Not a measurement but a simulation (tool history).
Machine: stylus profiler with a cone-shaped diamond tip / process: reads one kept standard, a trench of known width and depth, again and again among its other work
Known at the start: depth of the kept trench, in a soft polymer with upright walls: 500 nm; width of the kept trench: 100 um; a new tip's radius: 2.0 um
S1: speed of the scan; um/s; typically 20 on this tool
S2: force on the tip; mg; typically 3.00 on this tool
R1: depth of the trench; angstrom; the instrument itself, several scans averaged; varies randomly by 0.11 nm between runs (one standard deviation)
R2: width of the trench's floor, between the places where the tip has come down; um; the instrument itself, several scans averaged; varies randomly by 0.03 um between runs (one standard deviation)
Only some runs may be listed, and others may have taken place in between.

{"run": 1, "hour": 0.0, "S1": 20, "S2": 3.0, "R1": 5043.5, "R2": 96.37}
{"run": 2, "hour": 43.4, "S1": 20, "S2": 3.0, "R1": 5044.5, "R2": 96.36}
{"run": 3, "hour": 71.2, "S1": 20, "S2": 3.0, "R1": 5045.7, "R2": 96.34}
{"run": 4, "hour": 95.3, "S1": 20, "S2": 3.0, "R1": 5046.0, "R2": 96.31}
{"run": 5, "hour": 141.0, "S1": 20, "S2": 3.0, "R1": 5047.5, "R2": 96.35}
{"run": 6, "hour": 174.9, "S1": 20, "S2": 3.0, "R1": 5046.9, "R2": 96.31}
{"run": 7, "hour": 220.8, "S1": 20, "S2": 3.0, "R1": 5045.7, "R2": 96.35}
{"run": 8, "hour": 271.0, "S1": 20, "S2": 3.0, "R1": 5048.5, "R2": 96.22}
{"run": 9, "hour": 325.0, "S1": 20, "S2": 3.0, "R1": 5047.6, "R2": 96.24}
{"run": 10, "hour": 347.4, "S1": 20, "S2": 3.0, "R1": 5048.5, "R2": 96.31}
{"run": 11, "hour": 395.6, "S1": 20, "S2": 3.0, "R1": 5048.4, "R2": 96.23}
{"run": 12, "hour": 438.0, "S1": 20, "S2": 3.0, "R1": 5049.5, "R2": 96.17}
{"run": 13, "hour": 486.5, "S1": 20, "S2": 3.0, "R1": 5050.9, "R2": 96.21}
{"run": 14, "hour": 510.6, "S1": 20, "S2": 3.0, "R1": 5049.1, "R2": 96.18}
{"run": 15, "hour": 549.7, "S1": 20, "S2": 2.26, "R1": 5043.6, "R2": 96.16}
{"run": 16, "hour": 594.9, "S1": 20, "S2": 3.0, "R1": 5050.7, "R2": 96.19}
{"run": 17, "hour": 633.9, "S1": 20, "S2": 3.0, "R1": 5051.7, "R2": 96.11}
{"run": 18, "hour": 677.8, "S1": 20, "S2": 1.76, "R1": 5037.3, "R2": 96.11}
{"run": 19, "hour": 723.8, "S1": 75, "S2": 1.76, "R1": 5039.7, "R2": 95.7}
{"run": 20, "hour": 754.7, "S1": 75, "S2": 1.76, "R1": 5039.2, "R2": 95.72}
{"run": 21, "hour": 802.3, "S1": 75, "S2": 1.76, "R1": 5039.4, "R2": 95.67}
{"run": 22, "hour": 842.9, "S1": 75, "S2": 1.76, "R1": 5040.0, "R2": 95.64}
{"run": 23, "hour": 872.2, "S1": 75, "S2": 1.76, "R1": 5041.2, "R2": 95.71}
{"run": 24, "hour": 914.3, "S1": 75, "S2": 1.76, "R1": 5040.6, "R2": 95.64}
{"run": 25, "hour": 953.5, "S1": 75, "S2": 1.76, "R1": 5039.5, "R2": 95.66}
{"run": 26, "hour": 983.4, "S1": 26, "S2": 1.44, "R1": 5038.1, "R2": 95.96}

Expected results for the next run?
{"run": 27, "hour": 1024.9, "S1": 6, "S2": 3.3, "R1": "?", "R2": "?"}

{"run 27": {"R1": 5057.3, "R2": 96.09}}
With the hidden condition absent and the run-to-run variation left alone, this run would have shown R1 5046.5 angstrom, R2 97.31 um.

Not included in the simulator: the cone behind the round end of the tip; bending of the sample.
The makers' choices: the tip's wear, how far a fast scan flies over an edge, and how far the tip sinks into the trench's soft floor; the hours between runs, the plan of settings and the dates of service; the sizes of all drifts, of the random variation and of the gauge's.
